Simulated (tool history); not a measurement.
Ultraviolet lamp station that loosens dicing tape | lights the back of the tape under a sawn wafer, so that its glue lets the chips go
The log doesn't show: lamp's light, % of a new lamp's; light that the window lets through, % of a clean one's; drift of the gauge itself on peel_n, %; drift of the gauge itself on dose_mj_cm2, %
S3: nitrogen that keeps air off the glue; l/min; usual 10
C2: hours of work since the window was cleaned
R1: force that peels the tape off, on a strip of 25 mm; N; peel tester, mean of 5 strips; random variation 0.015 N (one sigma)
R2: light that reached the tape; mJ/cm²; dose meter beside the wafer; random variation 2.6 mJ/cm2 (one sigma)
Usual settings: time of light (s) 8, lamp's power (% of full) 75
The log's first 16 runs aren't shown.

Run 17, hour 506: usual settings; hours of work of the lamp 482; C2 276. Result: R1 1.497 N, R2 217 mJ/cm².
Run 18, hour 535.1: usual settings but time of light (s) 10, lamp's power (% of full) 66, S3 9 l/min; hours of work of the lamp 505; C2 299. Result: R1 1.33 N, R2 228 mJ/cm².
Run 19, hour 581.1: usual settings but time of light (s) 10, lamp's power (% of full) 74, S3 9 l/min; hours of work of the lamp 541; C2 335. Result: R1 1.201 N, R2 255 mJ/cm².
Run 20, hour 614.5: usual settings but time of light (s) 14, lamp's power (% of full) 82, S3 8 l/min; hours of work of the lamp 567; C2 360. Result: R1 0.517 N, R2 377 mJ/cm².
Run 21, hour 655.7: usual settings but time of light (s) 14, lamp's power (% of full) 82, S3 8 l/min; hours of work of the lamp 598; C2 392. Result: R1 0.585 N, R2 375 mJ/cm².
At hour 668.9: lamp changed.
Run 22, hour 692.3: usual settings but time of light (s) 14, lamp's power (% of full) 82, S3 8 l/min; hours of work of the lamp 18; C2 420. Result: R1 0.245 N, R2 554 mJ/cm².
Run 23, hour 725.3: usual settings but time of light (s) 14, lamp's power (% of full) 82, S3 8 l/min; hours of work of the lamp 44; C2 445. Result: R1 0.243 N, R2 543 mJ/cm².
Run 24, hour 772.3: usual settings but time of light (s) 14, lamp's power (% of full) 82, S3 8 l/min; hours of work of the lamp 80; C2 482. Result: R1 0.27 N, R2 529 mJ/cm².
Run 25, hour 802.1: usual settings but time of light (s) 6; hours of work of the lamp 103; C2 505. Result: R1 1.563 N, R2 206 mJ/cm².
At hour 805.7: window cleaned of glue's vapour.
Run 26, hour 833.8: usual settings but time of light (s) 12, lamp's power (% of full) 90, S3 19 l/min; hours of work of the lamp 127; C2 22. Result: R1 0.21 N, R2 511 mJ/cm².
Run 27, hour 872.5: usual settings but time of light (s) 4, lamp's power (% of full) 68, S3 12 l/min; hours of work of the lamp 157; C2 52. Result: R1 2.941 N, R2 124 mJ/cm².
Run 28, hour 902.7: usual settings but time of light (s) 15, S3 7 l/min; hours of work of the lamp 181; C2 75. Result: R1 0.297 N, R2 513 mJ/cm².
Run 29, hour 942.7: usual settings but time of light (s) 5; hours of work of the lamp 212; C2 106. Result: R1 2.108 N, R2 166 mJ/cm².
Run 30, hour 976.8: usual settings but time of light (s) 11, lamp's power (% of full) 67; hours of work of the lamp 238; C2 133. Result: R1 0.721 N, R2 317 mJ/cm².
Run 31, hour 999.5: usual settings but time of light (s) 4, lamp's power (% of full) 71; hours of work of the lamp 256; C2 150. Result: R1 3.182 N, R2 119 mJ/cm².
Run 32, hour 1034.9: usual settings but time of light (s) 6; hours of work of the lamp 283; C2 178. Result: R1 1.88 N, R2 188 mJ/cm².
Run 33, hour 1076.7: usual settings but time of light (s) 12, lamp's power (% of full) 84, S3 12 l/min; hours of work of the lamp 315; C2 210. Result: R1 0.377 N, R2 410 mJ/cm².
Run 34, hour 1097.7: usual settings but time of light (s) 11; hours of work of the lamp 332; C2 226. Result: R1 0.66 N, R2 326 mJ/cm².

Forecast each of these 3 alternatives for the next run:
Run A, hour 1127.7: usual settings but time of light (s) 5, lamp's power (% of full) 76, S3 4 l/min; hours of work of the lamp 355; C2 249. Result: R1 ?, R2 ?.
Run B, hour 1127.7: usual settings but time of light (s) 6, lamp's power (% of full) 62; hours of work of the lamp 355; C2 249. Result: R1 ?, R2 ?.
Run C, hour 1127.7: usual settings but lamp's power (% of full) 82, S3 12 l/min; hours of work of the lamp 355; C2 249. Result: R1 ?, R2 ?.

run     R1   R2
  A  3.261  149
  B  2.583  146
  C  1.064  256
Without the tool's hidden state the same runs would have given:
run     R1   R2
  A  2.313  203
  B  1.712  199
  C  0.557  348

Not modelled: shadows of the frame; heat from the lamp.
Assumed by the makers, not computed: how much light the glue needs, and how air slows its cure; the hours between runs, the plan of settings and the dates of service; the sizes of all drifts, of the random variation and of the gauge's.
